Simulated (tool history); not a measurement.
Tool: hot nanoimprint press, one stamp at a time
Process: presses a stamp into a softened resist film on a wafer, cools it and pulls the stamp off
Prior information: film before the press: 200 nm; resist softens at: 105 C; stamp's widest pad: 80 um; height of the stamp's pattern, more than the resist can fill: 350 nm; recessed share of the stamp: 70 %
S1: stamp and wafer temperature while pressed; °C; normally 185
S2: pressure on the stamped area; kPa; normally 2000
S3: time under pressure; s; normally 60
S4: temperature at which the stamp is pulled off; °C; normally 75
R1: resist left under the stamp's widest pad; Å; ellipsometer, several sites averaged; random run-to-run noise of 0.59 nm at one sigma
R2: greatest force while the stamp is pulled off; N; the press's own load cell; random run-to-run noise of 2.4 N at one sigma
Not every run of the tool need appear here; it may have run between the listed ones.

run	day	S1	S2	S3	S4	R1	R2
1	0.000	185	2000	60	75	1049	203
2	1.288	185	2000	60	75	1054	205
3	3.696	185	2000	60	75	1051	203
4	5.771	185	2000	60	75	1048	207
5	7.279	185	2000	60	75	1054	206
6	9.425	174	2000	60	75	1553	205
7	11.438	174	1590	60	69	1616	226
8	13.633	189	2220	88	65	718	235
9	15.567	175	1630	44	69	1640	225
10	16.971	192	1430	106	74	721	207
11	18.521	183	2000	91	75	970	202

Between the runs listed above, the log contained 4 entries, not reproduced here. Where in the sequence does each belong, and how does what the log doesn't record of the tool's condition differ from the listed run before to the listed run after?
After run 2, before run 3: press's hydraulic seals changed and the load cell set to zero (day 3.379)
  pressure that arrives at the usual setting, %: 99.8 -> 99.99; grip of the stamp's worn release coat, % over a new coat's: 0.1 -> 0.2; drift of the gauge itself on residual_nm, %: -0.06 -> -0.16
  what was measured, less what the result would be without the hidden state, R1: +1 -> -1 Å
After run 5, before run 6: stamp cleaned and given a new release coat (day 8.146)
  true temperature over the reading, C: -0.03 -> -0.04; grip of the stamp's worn release coat, % over a new coat's: 0.4 -> 0.1; drift of the gauge itself on residual_nm, %: -0.34 -> -0.43
  what was measured, less what the result would be without the hidden state, R1: -2 -> -5 Å
After run 9, before run 10: plate thermocouple calibrated (day 15.975); stamp cleaned and given a new release coat (day 16.767)
  true temperature over the reading, C: -0.04 -> 0.01; grip of the stamp's worn release coat, % over a new coat's: 0.3 -> 0; drift of the gauge itself on residual_nm, %: -0.73 -> -0.78
  what was measured, less what the result would be without the hidden state, R1: -11 -> -5 Å
